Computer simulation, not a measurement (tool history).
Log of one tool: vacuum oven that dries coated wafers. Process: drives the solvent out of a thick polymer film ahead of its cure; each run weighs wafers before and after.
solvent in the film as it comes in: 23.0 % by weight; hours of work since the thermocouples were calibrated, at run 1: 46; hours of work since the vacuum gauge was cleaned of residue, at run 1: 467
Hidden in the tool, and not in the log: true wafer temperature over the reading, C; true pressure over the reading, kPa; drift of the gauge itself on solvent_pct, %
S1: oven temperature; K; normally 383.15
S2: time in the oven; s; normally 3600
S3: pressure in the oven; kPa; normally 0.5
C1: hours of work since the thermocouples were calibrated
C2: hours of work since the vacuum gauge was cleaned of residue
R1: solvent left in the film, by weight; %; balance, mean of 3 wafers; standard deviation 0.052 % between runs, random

{"run": 1, "hour": 0.0, "S1": 383.15, "S2": 3600, "S3": 0.5, "C1": 46, "C2": 467, "R1": 1.44}
{"run": 2, "hour": 29.0, "S1": 383.15, "S2": 3600, "S3": 0.5, "C1": 67, "C2": 489, "R1": 1.51}
{"run": 3, "hour": 47.0, "S1": 383.15, "S2": 3600, "S3": 0.5, "C1": 81, "C2": 502, "R1": 1.51}
{"run": 4, "hour": 65.2, "S1": 383.15, "S2": 3600, "S3": 0.5, "C1": 94, "C2": 516, "R1": 1.37}
{"run": 5, "hour": 89.5, "S1": 383.15, "S2": 3600, "S3": 0.5, "C1": 112, "C2": 534, "R1": 1.46}
{"run": 6, "hour": 106.7, "S1": 383.15, "S2": 3600, "S3": 0.5, "C1": 125, "C2": 546, "R1": 1.52}
{"run": 7, "hour": 137.6, "S1": 383.15, "S2": 3600, "S3": 0.5, "C1": 148, "C2": 569, "R1": 1.54}
{"run": 8, "hour": 159.1, "S1": 383.15, "S2": 3600, "S3": 0.5, "C1": 164, "C2": 585, "R1": 1.43}
{"run": 9, "hour": 195.0, "S1": 383.15, "S2": 3600, "S3": 0.5, "C1": 191, "C2": 612, "R1": 1.59}
{"run": 10, "hour": 213.3, "S1": 383.15, "S2": 3600, "S3": 0.5, "C1": 204, "C2": 625, "R1": 1.49}
{"run": 11, "hour": 246.2, "S1": 383.15, "S2": 3600, "S3": 0.5, "C1": 229, "C2": 650, "R1": 1.59}
{"run": 12, "hour": 277.6, "S1": 383.15, "S2": 3600, "S3": 0.865, "C1": 252, "C2": 673, "R1": 1.98}
{"run": 13, "hour": 306.9, "S1": 383.15, "S2": 3600, "S3": 0.865, "C1": 274, "C2": 695, "R1": 2.02}
{"run": 14, "hour": 336.2, "S1": 383.15, "S2": 3600, "S3": 0.865, "C1": 295, "C2": 717, "R1": 2.03}
{"run": 15, "hour": 360.6, "S1": 383.15, "S2": 4920, "S3": 0.865, "C1": 314, "C2": 735, "R1": 1.53}
{"run": 16, "hour": 393.1, "S1": 383.15, "S2": 4920, "S3": 0.865, "C1": 338, "C2": 759, "R1": 1.49}
{"run": 17, "hour": 425.7, "S1": 383.15, "S2": 4920, "S3": 0.865, "C1": 362, "C2": 783, "R1": 1.65}
{"run": 18, "hour": 467.5, "S1": 383.15, "S2": 3600, "S3": 1.683, "C1": 393, "C2": 814, "R1": 3.26}
{"run": 19, "hour": 502.4, "S1": 383.15, "S2": 6300, "S3": 0.5, "C1": 419, "C2": 840, "R1": 1.02}
{"run": 20, "hour": 527.9, "S1": 383.15, "S2": 3600, "S3": 0.5, "C1": 438, "C2": 859, "R1": 1.55}
{"run": 21, "hour": 567.0, "S1": 383.15, "S2": 3600, "S3": 0.5, "C1": 467, "C2": 888, "R1": 1.65}
{"run": 22, "hour": 584.0, "S1": 383.15, "S2": 3600, "S3": 0.5, "C1": 479, "C2": 901, "R1": 1.69}
{"run": 23, "hour": 611.8, "S1": 383.15, "S2": 3600, "S3": 0.5, "C1": 500, "C2": 921, "R1": 1.58}
{"run": 24, "hour": 630.5, "S1": 383.15, "S2": 2040, "S3": 1.405, "C1": 514, "C2": 935, "R1": 4.83}
{"run": 25, "hour": 665.3, "S1": 383.15, "S2": 2040, "S3": 1.405, "C1": 540, "C2": 961, "R1": 4.87}
{"run": 26, "hour": 683.6, "S1": 383.15, "S2": 2040, "S3": 1.405, "C1": 553, "C2": 975, "R1": 4.96}
{"run": 27, "hour": 708.3, "S1": 393.15, "S2": 3780, "S3": 0.637, "C1": 572, "C2": 993, "R1": 0.96}
{"run": 28, "hour": 739.6, "S1": 393.15, "S2": 3780, "S3": 0.637, "C1": 595, "C2": 1016, "R1": 0.85}
{"hour": 743.6, "done": "vacuum gauge cleaned of residue and calibrated"}
{"run": 29, "hour": 780.1, "S1": 396.15, "S2": 4740, "S3": 0.26, "C1": 624, "C2": 27, "R1": 0.55}
{"run": 30, "hour": 814.5, "S1": 373.15, "S2": 4740, "S3": 1.081, "C1": 649, "C2": 53, "R1": 4.3}
{"run": 31, "hour": 847.7, "S1": 373.15, "S2": 4740, "S3": 1.081, "C1": 674, "C2": 77, "R1": 4.35}
{"run": 32, "hour": 885.3, "S1": 373.15, "S2": 4740, "S3": 1.081, "C1": 702, "C2": 105, "R1": 4.34}
{"hour": 920.8, "done": "vacuum gauge cleaned of residue and calibrated, once more"}
{"run": 33, "hour": 926.1, "S1": 387.15, "S2": 5400, "S3": 0.337, "C1": 731, "C2": 4, "R1": 0.49}
{"hour": 957.7, "done": "oven's thermocouples calibrated"}
{"run": 34, "hour": 965.5, "S1": 387.15, "S2": 2340, "S3": 0.497, "C1": 6, "C2": 32, "R1": 1.78}
{"run": 35, "hour": 1002.2, "S1": 379.15, "S2": 1980, "S3": 0.5, "C1": 33, "C2": 59, "R1": 5.17}
{"run": 36, "hour": 1032.1, "S1": 394.15, "S2": 4860, "S3": 0.5, "C1": 55, "C2": 81, "R1": 0.47}
{"run": 37, "hour": 1055.6, "S1": 394.15, "S2": 4860, "S3": 0.5, "C1": 73, "C2": 99, "R1": 0.51}
{"run": 38, "hour": 1091.1, "S1": 386.15, "S2": 2820, "S3": 0.527, "C1": 99, "C2": 125, "R1": 1.55}
{"run": 39, "hour": 1124.9, "S1": 385.15, "S2": 4020, "S3": 0.527, "C1": 124, "C2": 150, "R1": 1}
{"run": 40, "hour": 1155.1, "S1": 387.15, "S2": 4020, "S3": 0.527, "C1": 147, "C2": 172, "R1": 0.77}
{"run": 41, "hour": 1196.7, "S1": 386.15, "S2": 3660, "S3": 1.179, "C1": 177, "C2": 203, "R1": 1.96}
{"run": 42, "hour": 1226.4, "S1": 387.15, "S2": 1980, "S3": 1.179, "C1": 199, "C2": 225, "R1": 3.33}
{"run": 43, "hour": 1244.4, "S1": 387.15, "S2": 1980, "S3": 1.179, "C1": 213, "C2": 239, "R1": 3.48}

Consider 4 possible next runs. They are alternatives, not a sequence: every one starts from the tool as it was left by run 43. What does each give?
{"run": "A", "hour": 1268.7, "S1": 396.15, "S2": 2280, "S3": 0.542, "C1": 231, "C2": 257, "R1": "?"}
{"run": "B", "hour": 1268.7, "S1": 390.15, "S2": 1980, "S3": 0.33, "C1": 231, "C2": 257, "R1": "?"}
{"run": "C", "hour": 1268.7, "S1": 378.15, "S2": 4440, "S3": 0.5, "C1": 231, "C2": 257, "R1": "?"}
{"run": "D", "hour": 1268.7, "S1": 377.15, "S2": 2280, "S3": 0.369, "C1": 231, "C2": 257, "R1": "?"}

run=A R1=0.89
run=B R1=1.65
run=C R1=1.84
run=D R1=4.85
With the hidden condition removed and each run's random variation left untouched, the same runs would have given:
run=A R1=0.81
run=B R1=1.51
run=C R1=1.67
run=D R1=4.61

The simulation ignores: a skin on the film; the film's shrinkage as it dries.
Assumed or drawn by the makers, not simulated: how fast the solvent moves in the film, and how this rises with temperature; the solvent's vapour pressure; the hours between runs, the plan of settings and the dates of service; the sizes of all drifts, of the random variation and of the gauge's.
